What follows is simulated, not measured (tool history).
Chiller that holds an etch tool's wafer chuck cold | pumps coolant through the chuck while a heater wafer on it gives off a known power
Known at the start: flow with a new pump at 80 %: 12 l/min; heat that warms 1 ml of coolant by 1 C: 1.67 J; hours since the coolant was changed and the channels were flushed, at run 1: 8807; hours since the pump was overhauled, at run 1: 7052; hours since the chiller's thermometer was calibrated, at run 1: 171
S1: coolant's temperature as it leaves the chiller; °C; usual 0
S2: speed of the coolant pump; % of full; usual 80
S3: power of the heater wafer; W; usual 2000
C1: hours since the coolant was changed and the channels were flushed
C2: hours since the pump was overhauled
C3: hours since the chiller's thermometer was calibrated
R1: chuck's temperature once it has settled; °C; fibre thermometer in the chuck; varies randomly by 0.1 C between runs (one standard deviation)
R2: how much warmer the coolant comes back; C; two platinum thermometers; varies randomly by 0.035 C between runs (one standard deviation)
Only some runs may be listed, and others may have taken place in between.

run 1 hour=0.0 | S1=0 S2=80 S3=2000 | C1=8807 C2=7052 C3=171 | R1=14.3 R2=6.02
-- hour=31.3 coolant changed, channels flushed
run 2 hour=194.5 | S1=0 S2=80 S3=2000 | C1=163 C2=7241 C3=359 | R1=14.2 R2=6.01
run 3 hour=352.9 | S1=0 S2=80 S3=2000 | C1=322 C2=7399 C3=518 | R1=14.3 R2=5.98
run 4 hour=462.8 | S1=0 S2=80 S3=2000 | C1=432 C2=7509 C3=628 | R1=14.1 R2=6.01
run 5 hour=570.6 | S1=-1 S2=80 S3=2000 | C1=539 C2=7617 C3=735 | R1=12.9 R2=6.02
run 6 hour=743.7 | S1=0 S2=80 S3=2000 | C1=712 C2=7790 C3=908 | R1=14.4 R2=6.03
run 7 hour=894.3 | S1=0 S2=80 S3=2000 | C1=863 C2=7941 C3=1059 | R1=14.3 R2=5.97
run 8 hour=979.8 | S1=0 S2=80 S3=2000 | C1=949 C2=8026 C3=1145 | R1=14.2 R2=6.03
run 9 hour=1069.4 | S1=-5 S2=80 S3=2000 | C1=1038 C2=8116 C3=1234 | R1=9.3 R2=6.00
run 10 hour=1150.0 | S1=-5 S2=80 S3=2000 | C1=1119 C2=8196 C3=1315 | R1=9.3 R2=6.00
run 11 hour=1252.0 | S1=-5 S2=80 S3=2000 | C1=1221 C2=8298 C3=1417 | R1=9.4 R2=6.00
run 12 hour=1425.5 | S1=-5 S2=80 S3=2000 | C1=1394 C2=8472 C3=1590 | R1=9.2 R2=5.96
run 13 hour=1555.9 | S1=-5 S2=80 S3=2000 | C1=1525 C2=8602 C3=1721 | R1=9.2 R2=5.99
run 14 hour=1726.1 | S1=-5 S2=80 S3=2457 | C1=1695 C2=8773 C3=1891 | R1=12.7 R2=7.40
run 15 hour=1892.8 | S1=-5 S2=80 S3=2457 | C1=1862 C2=8939 C3=2058 | R1=12.7 R2=7.38
run 16 hour=1989.5 | S1=-5 S2=80 S3=2457 | C1=1958 C2=9036 C3=2154 | R1=12.5 R2=7.32
run 17 hour=2154.7 | S1=-5 S2=80 S3=2457 | C1=2123 C2=9201 C3=2319 | R1=12.6 R2=7.44
run 18 hour=2280.7 | S1=-5 S2=80 S3=2457 | C1=2249 C2=9327 C3=2445 | R1=12.6 R2=7.42
run 19 hour=2393.7 | S1=8 S2=90 S3=2457 | C1=2362 C2=9440 C3=2558 | R1=24.0 R2=6.44
run 20 hour=2558.5 | S1=9 S2=98 S3=1300 | C1=2527 C2=9605 C3=2723 | R1=16.8 R2=3.08
run 21 hour=2648.3 | S1=8 S2=97 S3=2000 | C1=2617 C2=9695 C3=2813 | R1=20.2 R2=4.80
run 22 hour=2740.8 | S1=-4 S2=88 S3=1165 | C1=2709 C2=9787 C3=2906 | R1=3.9 R2=3.13
run 23 hour=2897.6 | S1=-4 S2=64 S3=2426 | C1=2866 C2=9944 C3=3062 | R1=16.7 R2=9.36
run 24 hour=2997.9 | S1=-4 S2=71 S3=1441 | C1=2967 C2=10044 C3=3163 | R1=7.3 R2=4.94
run 25 hour=3146.9 | S1=-4 S2=71 S3=1441 | C1=3116 C2=10193 C3=3312 | R1=7.5 R2=4.98
run 26 hour=3276.9 | S1=8 S2=71 S3=2370 | C1=3246 C2=10323 C3=3442 | R1=26.6 R2=8.13
run 27 hour=3459.7 | S1=8 S2=71 S3=2370 | C1=3428 C2=10506 C3=3624 | R1=26.7 R2=8.09
run 28 hour=3545.7 | S1=8 S2=71 S3=2370 | C1=3514 C2=10592 C3=3710 | R1=26.7 R2=8.15
-- hour=3566.7 coolant pump overhauled
run 29 hour=3634.9 | S1=-5 S2=92 S3=2000 | C1=3599 C2=68 C3=3795 | R1=7.8 R2=5.12
run 30 hour=3767.1 | S1=0 S2=62 S3=1679 | C1=3731 C2=200 C3=3927 | R1=15.0 R2=6.66
run 31 hour=3952.7 | S1=0 S2=93 S3=1687 | C1=3916 C2=386 C3=4112 | R1=10.6 R2=4.26
run 32 hour=4031.5 | S1=4 S2=73 S3=1964 | C1=3995 C2=465 C3=4191 | R1=19.0 R2=6.56
run 33 hour=4131.6 | S1=4 S2=73 S3=1964 | C1=4095 C2=565 C3=4291 | R1=19.1 R2=6.46

3 ways to go on from here, each from the tool as it stands after run 33. What would each give?
run A hour=4245.7 | S1=4 S2=92 S3=2050 | C1=4209 C2=679 C3=4405 | R1=? R2=?
run B hour=4245.7 | S1=4 S2=81 S3=2899 | C1=4209 C2=679 C3=4405 | R1=? R2=?
run C hour=4245.7 | S1=4 S2=73 S3=1063 | C1=4209 C2=679 C3=4405 | R1=? R2=?

run=A R1=17.0 R2=5.26
run=B R1=24.4 R2=8.56
run=C R1=12.3 R2=3.50
Without the tool's hidden state the same runs would have given:
run=A R1=17.0 R2=5.26
run=B R1=24.4 R2=8.56
run=C R1=12.3 R2=3.50

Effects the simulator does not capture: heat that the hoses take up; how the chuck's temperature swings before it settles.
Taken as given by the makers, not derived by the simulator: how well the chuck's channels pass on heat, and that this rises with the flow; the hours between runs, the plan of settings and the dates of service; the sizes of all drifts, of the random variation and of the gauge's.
